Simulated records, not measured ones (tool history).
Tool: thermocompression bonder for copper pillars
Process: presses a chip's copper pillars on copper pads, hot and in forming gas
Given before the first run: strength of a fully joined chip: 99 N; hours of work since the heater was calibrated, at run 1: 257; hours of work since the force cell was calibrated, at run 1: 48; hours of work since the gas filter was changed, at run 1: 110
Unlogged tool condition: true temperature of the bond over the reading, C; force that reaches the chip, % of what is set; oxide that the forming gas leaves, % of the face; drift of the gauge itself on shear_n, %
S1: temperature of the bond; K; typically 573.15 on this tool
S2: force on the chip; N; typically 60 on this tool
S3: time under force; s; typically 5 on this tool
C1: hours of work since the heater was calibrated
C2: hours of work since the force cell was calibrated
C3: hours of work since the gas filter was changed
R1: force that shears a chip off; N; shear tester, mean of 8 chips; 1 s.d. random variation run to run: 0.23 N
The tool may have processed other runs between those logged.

run 1 day=0.000 | S1=573.15 S2=60 S3=5 | C1=257 C2=48 C3=110 | R1=66.0
run 2 day=2.725 | S1=573.15 S2=60 S3=5 | C1=295 C2=86 C3=149 | R1=66.3
run 3 day=4.408 | S1=573.15 S2=77 S3=5 | C1=319 C2=110 C3=172 | R1=78.1
run 4 day=7.729 | S1=573.15 S2=60 S3=5 | C1=366 C2=157 C3=219 | R1=65.8
run 5 day=10.408 | S1=573.15 S2=60 S3=5 | C1=404 C2=195 C3=257 | R1=65.8
run 6 day=12.379 | S1=583.15 S2=60 S3=5 | C1=432 C2=223 C3=285 | R1=70.4
run 7 day=14.567 | S1=583.15 S2=60 S3=5 | C1=462 C2=254 C3=316 | R1=70.4
run 8 day=16.975 | S1=581.15 S2=60 S3=6 | C1=497 C2=288 C3=350 | R1=72.8
run 9 day=18.733 | S1=581.15 S2=60 S3=6 | C1=521 C2=313 C3=375 | R1=72.5
run 10 day=21.417 | S1=603.15 S2=49 S3=8 | C1=559 C2=351 C3=413 | R1=77.3
run 11 day=24.108 | S1=565.15 S2=54 S3=4 | C1=597 C2=389 C3=451 | R1=52.8
-- day=25.038 forming gas filter changed
run 12 day=26.317 | S1=598.15 S2=74 S3=6 | C1=628 C2=420 C3=18 | R1=87.0
run 13 day=29.704 | S1=560.15 S2=60 S3=5 | C1=676 C2=468 C3=66 | R1=59.1
run 14 day=32.062 | S1=587.15 S2=37 S3=12 | C1=710 C2=501 C3=99 | R1=64.6

Below are 5 alternative next runs, each starting from the tool's condition after run 14. Predict each:
run A day=34.512 | S1=573.15 S2=65 S3=11 | C1=744 C2=536 C3=134 | R1=?
run B day=34.512 | S1=560.15 S2=59 S3=14 | C1=744 C2=536 C3=134 | R1=?
run C day=34.512 | S1=587.15 S2=80 S3=12 | C1=744 C2=536 C3=134 | R1=?
run D day=34.512 | S1=591.15 S2=58 S3=12 | C1=744 C2=536 C3=134 | R1=?
run E day=34.512 | S1=587.15 S2=37 S3=5 | C1=744 C2=536 C3=134 | R1=?

run=A R1=81.2
run=B R1=75.5
run=C R1=92.7
run=D R1=85.4
run=E R1=49.0
Without the tool's hidden state the same runs would have given:
run=A R1=82.3
run=B R1=76.4
run=C R1=94.0
run=D R1=86.6
run=E R1=49.6
